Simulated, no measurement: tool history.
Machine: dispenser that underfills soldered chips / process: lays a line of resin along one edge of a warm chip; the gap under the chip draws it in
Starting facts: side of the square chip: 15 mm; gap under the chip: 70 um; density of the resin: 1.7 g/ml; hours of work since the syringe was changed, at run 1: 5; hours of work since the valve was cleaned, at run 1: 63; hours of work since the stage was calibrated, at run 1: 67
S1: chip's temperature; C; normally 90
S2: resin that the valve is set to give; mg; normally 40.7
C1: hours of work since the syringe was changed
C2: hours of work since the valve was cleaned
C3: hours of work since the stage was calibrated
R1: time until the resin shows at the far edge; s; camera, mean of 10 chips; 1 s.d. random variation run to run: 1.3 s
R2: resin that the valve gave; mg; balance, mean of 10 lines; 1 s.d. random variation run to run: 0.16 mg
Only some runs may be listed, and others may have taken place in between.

run   hour   S1    S2  C1  C2   C3     R1     R2
  1    0.0   90  40.7   5  63   67  145.5  38.96
  2    2.5   90  40.7   6  65   69  158.3  38.56
       4.1  -- new syringe of resin
  3    7.3   90  40.7   2  68   72  135.3  38.52
  4   10.6   90  40.7   4  70   74  145.1  38.74
  5   13.1   90  40.7   6  72   76  154.0  38.38
      15.1  -- new syringe of resin
  6   15.7   90  40.7   0  73   77  123.9  38.31
  7   18.7   90  40.7   2  75   79  134.6  38.42
  8   20.8   90  40.7   4  76   81  140.4  38.43
  9   24.0   90  42.4   6  79   83  151.4  40.02
      26.1  -- new syringe of resin
 10   28.1   90  42.4   1  81   85  127.9  39.70
 11   30.3   90  42.4   3  82   87  133.3  39.77
 12   33.8   90  42.4   5  85   89  148.1  39.96
      37.1  -- new syringe of resin
 13   38.4   90  42.4   1  88   92  127.4  39.70
 14   42.9   90  40.7   4  91   95  142.0  38.11
      45.4  -- dispensing valve cleaned and set on the balance
 15   46.7   90  40.7   6   1   96  151.1  40.89
      49.0  -- new syringe of resin
 16   49.0   90  40.7   0   2   98  118.1  40.76
 17   52.8   90  40.7   2   5  100  127.7  40.62
 18   56.8   89  40.7   5   7  103  152.0  40.80
      60.1  -- new syringe of resin
 19   60.1   90  44.2   0   9  105  115.2  44.25
 20   62.2   88  42.6   1  11  106  136.1  42.40
 21   66.5   85  40.5   4  13  109  178.3  40.28
 22   68.5  104  47.2   6  15  110   77.7  46.64
      71.4  -- new syringe of resin
 23   71.7  104  47.2   0  17  112   62.4  46.67
 24   75.0  104  47.2   2  19  114   66.0  46.70
 25   78.1   92  43.8   4  21  116  124.4  43.08
 26   80.0   79  40.7   6  22  118  246.8  40.37
      82.4  -- new syringe of resin
 27   82.4   81  40.7   0  23  119  178.0  40.48
 28   84.8   81  40.7   2  25  120  191.4  40.27
 29   88.8  101  38.3   4  28  123   83.8  37.62
      93.4  -- new syringe of resin
 30   93.4   96  38.4   0  30  126   89.3  37.75
 31   96.2   82  38.5   2  32  128  187.0  37.70
 32   98.6   85  39.2   3  34  129  170.9  38.26
 33  102.1   85  39.2   6  36  132  184.3  38.31
     104.4  -- new syringe of resin
 34  106.4   85  39.2   1  39  134  159.2  38.63
 35  110.1   93  41.5   4  41  137  120.9  40.53
 36  113.5   81  40.7   6  43  139  235.1  39.67

Hidden state or all else? Some run-to-run changes of R1, split into what the settings, what came in and random variation would give without the hidden state, and what is left for the hidden state (with any gauge scatter that isn't in both results):
Hidden state at play: resin's viscosity, % of fresh resin's; dose that the valve gives, % of what is set; true chip temperature over the reading, C; drift of the gauge itself on fill_s, %; drift of the gauge itself on given_mg, %.
Run 5 -> 6: new syringe of resin. R1 -30.1 s: hidden state -33.6, all else +3.5.
Run 15 -> 16: new syringe of resin. R1 -33.0 s: hidden state -33.4, all else +0.4.
Run 25 -> 26: S1 92 -> 79, S2 43.8 -> 40.7. R1 +122.4 s: hidden state +24.5, all else +97.9.
Run 26 -> 27: S1 79 -> 81, new syringe of resin. R1 -68.8 s: hidden state -49.2, all else -19.6.
Run 28 -> 29: S1 81 -> 101, S2 40.7 -> 38.3. R1 -107.6 s: hidden state +8.1, all else -115.7.
Run 35 -> 36: S1 93 -> 81, S2 41.5 -> 40.7. R1 +114.2 s: hidden state +29.5, all else +84.7.

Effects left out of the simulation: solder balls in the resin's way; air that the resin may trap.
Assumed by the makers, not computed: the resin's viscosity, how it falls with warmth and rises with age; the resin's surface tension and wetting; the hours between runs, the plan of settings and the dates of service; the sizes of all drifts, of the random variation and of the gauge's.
